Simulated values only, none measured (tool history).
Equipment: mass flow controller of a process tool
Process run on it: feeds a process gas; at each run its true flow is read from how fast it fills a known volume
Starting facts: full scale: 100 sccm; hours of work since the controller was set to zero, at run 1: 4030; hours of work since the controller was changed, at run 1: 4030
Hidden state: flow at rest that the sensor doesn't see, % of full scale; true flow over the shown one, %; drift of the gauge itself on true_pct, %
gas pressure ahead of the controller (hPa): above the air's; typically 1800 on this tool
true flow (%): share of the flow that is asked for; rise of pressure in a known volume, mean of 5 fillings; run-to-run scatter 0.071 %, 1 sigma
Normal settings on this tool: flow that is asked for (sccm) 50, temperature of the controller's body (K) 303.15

| run | hour | flow that is asked for (sccm) | gas pressure ahead of the controller (hPa) | temperature of the controller's body (K) | hours of work since the controller was set to zero | hours of work since the controller was changed | true flow (%) |
|---|---|---|---|---|---|---|---|
| 1 | 0.0 | 50 | 1800 | 303.15 | 4030 | 4030 | 102.49 |
| 2 | 377.7 | 50 | 1800 | 303.15 | 4208 | 4208 | 102.68 |
| 3 | 699.9 | 50 | 1800 | 303.15 | 4361 | 4361 | 102.79 |
| 4 | 1201.1 | 50 | 1800 | 303.15 | 4598 | 4598 | 102.90 |
| 5 | 1516.5 | 50 | 1800 | 298.15 | 4747 | 4747 | 102.54 |
| 6 | 1980.6 | 50 | 1800 | 298.15 | 4966 | 4966 | 102.66 |
| 7 | 2417.0 | 50 | 1800 | 298.15 | 5173 | 5173 | 102.83 |
| 8 | 2705.1 | 50 | 1800 | 298.15 | 5309 | 5309 | 102.90 |
| 9 | 2913.1 | 50 | 1800 | 298.15 | 5407 | 5407 | 102.90 |
|  | 3193.6 | controller's zero set anew |
| 10 | 3194.0 | 50 | 1800 | 298.15 | 0 | 5540 | 100.67 |
| 11 | 3583.4 | 50 | 1800 | 298.15 | 184 | 5724 | 100.88 |
| 12 | 3975.9 | 50 | 1800 | 298.15 | 370 | 5910 | 100.93 |
| 13 | 4471.4 | 50 | 1800 | 296.15 | 604 | 6144 | 100.80 |
| 14 | 4855.9 | 32 | 1800 | 303.15 | 786 | 6326 | 101.68 |
| 15 | 5239.6 | 32 | 1800 | 303.15 | 968 | 6508 | 101.86 |
| 16 | 5651.9 | 32 | 1800 | 303.15 | 1163 | 6703 | 102.10 |
| 17 | 5891.4 | 32 | 1540 | 313.15 | 1276 | 6816 | 103.00 |
| 18 | 6334.8 | 21 | 1660 | 305.15 | 1486 | 7026 | 103.01 |
| 19 | 6841.2 | 45 | 1660 | 303.15 | 1725 | 7265 | 102.29 |
| 20 | 7144.8 | 45 | 1660 | 302.15 | 1869 | 7409 | 102.09 |
| 21 | 7510.8 | 45 | 1660 | 302.15 | 2042 | 7582 | 102.33 |
| 22 | 7980.9 | 45 | 1500 | 311.15 | 2264 | 7804 | 103.22 |
| 23 | 8204.2 | 48 | 2040 | 302.15 | 2370 | 7910 | 102.44 |
| 24 | 8555.3 | 48 | 2040 | 302.15 | 2536 | 8076 | 102.55 |
| 25 | 8881.6 | 43 | 2080 | 294.15 | 2690 | 8230 | 102.09 |
| 26 | 9316.6 | 43 | 2080 | 294.15 | 2896 | 8436 | 102.16 |
| 27 | 9601.9 | 43 | 2080 | 294.15 | 3031 | 8571 | 102.22 |
| 28 | 10071.9 | 70 | 1800 | 303.15 | 3253 | 8793 | 102.61 |
| 29 | 10365.9 | 50 | 2090 | 299.15 | 3392 | 8932 | 102.71 |

Alternative continuations, all from the tool just after run 29; predict every row:
| A | 10760.6 | 42 | 1740 | 299.15 | 3579 | 9119 | ? |
| B | 10760.6 | 11 | 2170 | 303.15 | 3579 | 9119 | ? |
| C | 10760.6 | 92 | 2760 | 303.15 | 3579 | 9119 | ? |
| D | 10760.6 | 40 | 2750 | 298.15 | 3579 | 9119 | ? |

| run | true flow (%) |
|---|---|
| A | 103.05 |
| B | 108.38 |
| C | 102.83 |
| D | 103.20 |
The same runs, with their run-to-run variation unchanged, on a tool lacking any hidden condition would have given:
| run | true flow (%) |
|---|---|
| A | 99.85 |
| B | 100.26 |
| C | 100.58 |
| D | 99.91 |
